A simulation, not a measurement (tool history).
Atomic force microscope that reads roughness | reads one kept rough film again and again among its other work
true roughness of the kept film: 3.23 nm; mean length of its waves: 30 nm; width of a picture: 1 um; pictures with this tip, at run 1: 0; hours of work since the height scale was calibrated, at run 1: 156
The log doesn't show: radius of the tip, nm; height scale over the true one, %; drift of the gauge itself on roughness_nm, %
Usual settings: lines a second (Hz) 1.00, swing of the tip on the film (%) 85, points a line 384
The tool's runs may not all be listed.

run,hour,lines a second (Hz),swing of the tip on the film (%),points a line,pictures with this tip,hours of work since the height scale was calibrated,roughness of the kept film (nm (root mean square))
1,0.0,1.00,85,384,0,156,2.470
2,31.8,1.00,85,384,43,172,2.466
3,49.5,1.00,85,497,67,180,2.478
4,71.9,1.00,85,497,98,191,2.459
5,107.6,1.00,85,384,146,208,2.449
# hour 132.6: new tip fitted
6,132.7,1.00,85,384,0,220,2.454
7,148.6,0.57,85,384,22,228,2.632
8,172.2,1.00,85,384,54,240,2.460
9,202.1,1.00,65,384,94,254,2.697
10,232.7,1.00,65,384,136,269,2.675
# hour 265.1: new tip fitted
11,267.4,1.00,65,319,3,286,2.665
12,288.2,1.00,65,319,31,296,2.672
13,310.1,1.00,65,319,61,307,2.661
14,340.3,3.10,65,319,102,321,2.443
15,377.1,2.68,56,432,152,339,2.609
# hour 400.1: new tip fitted
16,406.8,2.68,56,432,9,353,2.605
17,443.1,1.02,68,517,58,371,2.662
18,476.9,3.34,70,293,104,388,2.287
19,500.4,1.87,85,384,136,399,2.212
20,527.6,0.91,85,621,173,412,2.502
# hour 533.8: new tip fitted
21,562.1,0.91,85,621,38,429,2.515
22,593.7,1.00,59,394,81,444,2.713

How the hidden state differs across the entries between the runs, from the last listed run before each to the first after it:
Between runs 5 and 6: new tip fitted (hour 132.6)
  radius of the tip, nm: 10.3 -> 10
  measured less the result without the state, roughness of the kept film (nm (root mean square)): -0.009 -> -0.001
Between runs 10 and 11: new tip fitted (hour 265.1)
  radius of the tip, nm: 10.2 -> 10
  measured less the result without the state, roughness of the kept film (nm (root mean square)): -0.008 -> -0.001
Between runs 15 and 16: new tip fitted (hour 400.1)
  radius of the tip, nm: 10.3 -> 10
  measured less the result without the state, roughness of the kept film (nm (root mean square)): -0.009 -> -0.002
Between runs 20 and 21: new tip fitted (hour 533.8)
  radius of the tip, nm: 10.3 -> 10.1
  measured less the result without the state, roughness of the kept film (nm (root mean square)): -0.011 -> -0.002
